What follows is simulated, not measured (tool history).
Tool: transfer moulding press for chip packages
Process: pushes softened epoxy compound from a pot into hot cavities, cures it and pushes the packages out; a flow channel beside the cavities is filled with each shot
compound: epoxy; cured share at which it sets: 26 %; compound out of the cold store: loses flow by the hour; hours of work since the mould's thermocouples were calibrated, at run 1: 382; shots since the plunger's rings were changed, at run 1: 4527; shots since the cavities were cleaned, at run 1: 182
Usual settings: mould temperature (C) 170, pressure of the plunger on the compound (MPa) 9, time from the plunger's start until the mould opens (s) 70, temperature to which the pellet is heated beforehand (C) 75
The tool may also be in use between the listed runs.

run,hour,mould temperature (C),pressure of the plunger on the compound (MPa),time from the plunger's start until the mould opens (s),temperature to which the pellet is heated beforehand (C),hours of work since the mould's thermocouples were calibrated,shots since the plunger's rings were changed,shots since the cavities were cleaned,incoming compound's hours out of the cold store,length that the compound runs in the flow channel (mm),greatest force on the pins that push the packages out (N)
1,0,170,9,70,75,382,4527,182,12.8,529,640
# hour 16: mould's thermocouples calibrated
# hour 40.3: plunger's sealing rings changed
2,45.2,170,9,70,75,17,81,865,26.5,511,831
# hour 56.5: cavities cleaned with cleaning compound and waxed
3,87.7,170,9,70,75,44,770,523,44.5,450,1016
# hour 119.5: cavities cleaned with cleaning compound and waxed
4,138.4,170,9,70,75,76,1597,317,37.4,467,705
# hour 181.7: cavities cleaned with cleaning compound and waxed
5,204.6,170,9,70,75,117,2684,385,39.2,457,674
# hour 240.7: cavities cleaned with cleaning compound and waxed
6,257.4,170,9,70,75,151,3545,279,32.2,472,664
# hour 303.7: cavities cleaned with cleaning compound and waxed
7,337.4,170,9,70,75,201,4864,566,39.9,441,793
# hour 357.9: plunger's sealing rings changed
# hour 370.4: cavities cleaned with cleaning compound and waxed
8,406.8,170,9,70,75,244,796,611,10,566,819
# hour 432: cavities cleaned with cleaning compound and waxed
9,447.1,170,9,70,75,269,1448,254,28.9,492,659
# hour 491.1: cavities cleaned with cleaning compound and waxed
# hour 499.4: cavities cleaned with cleaning compound and waxed, once more
10,500.6,170,9,70,75,301,2296,21,29.9,484,544
11,543.7,170,8.37,58,76,329,3019,744,14.8,511,1336
# hour 561.5: cavities cleaned with cleaning compound and waxed
12,613.5,170,8.37,94,67,373,4167,873,25.5,471,729
# hour 624.8: cavities cleaned with cleaning compound and waxed
# hour 649.1: mould's thermocouples calibrated
# hour 676.8: plunger's sealing rings changed
# hour 691: cavities cleaned with cleaning compound and waxed
13,694,177,8.86,109,67,26,264,51,33.5,472,445
# hour 750.4: cavities cleaned with cleaning compound and waxed
14,756.3,165,8.9,93,82,66,1285,99,12,562,530
# hour 812.3: cavities cleaned with cleaning compound and waxed
15,822.1,170,9,58,66,107,2366,166,42,448,879
16,859.2,173,9,74,66,131,2989,789,14.8,519,734
# hour 871.4: cavities cleaned with cleaning compound and waxed
# hour 933.9: cavities cleaned with cleaning compound and waxed
17,933.9,164,9,85,82,178,4193,0,9.2,555,569
# hour 996.5: plunger's sealing rings changed
# hour 998: cavities cleaned with cleaning compound and waxed
18,998,178,7.96,58,68,217,0,0,44.7,413,451
# hour 1061.5: cavities cleaned with cleaning compound and waxed
19,1078.2,166,9.37,58,68,267,1322,281,9.6,589,1484

Measured less the same run without the tool's hidden state. The same run-to-run variation is in both; the gauge's scatter may not be:
The hidden state here: true mould temperature over the reading, C; pressure that reaches the compound, % of what is set; grip of the stained cavities, % over clean ones'; drift of the gauge itself on flow_mm, %; drift of the gauge itself on push_out_n, %.
run,length that the compound runs in the flow channel (mm),greatest force on the pins that push the packages out (N)
1,-31,+129
2,-1,+337
3,-6,+519
4,-11,+188
5,-18,+179
6,-23,+167
7,-30,+287
8,-6,+296
9,-9,+163
10,-14,+30
11,-20,+554
12,-26,+299
13,-4,+35
14,-11,+65
15,-15,+162
16,-22,+289
17,-33,+29
18,+0,+8
19,-10,+394
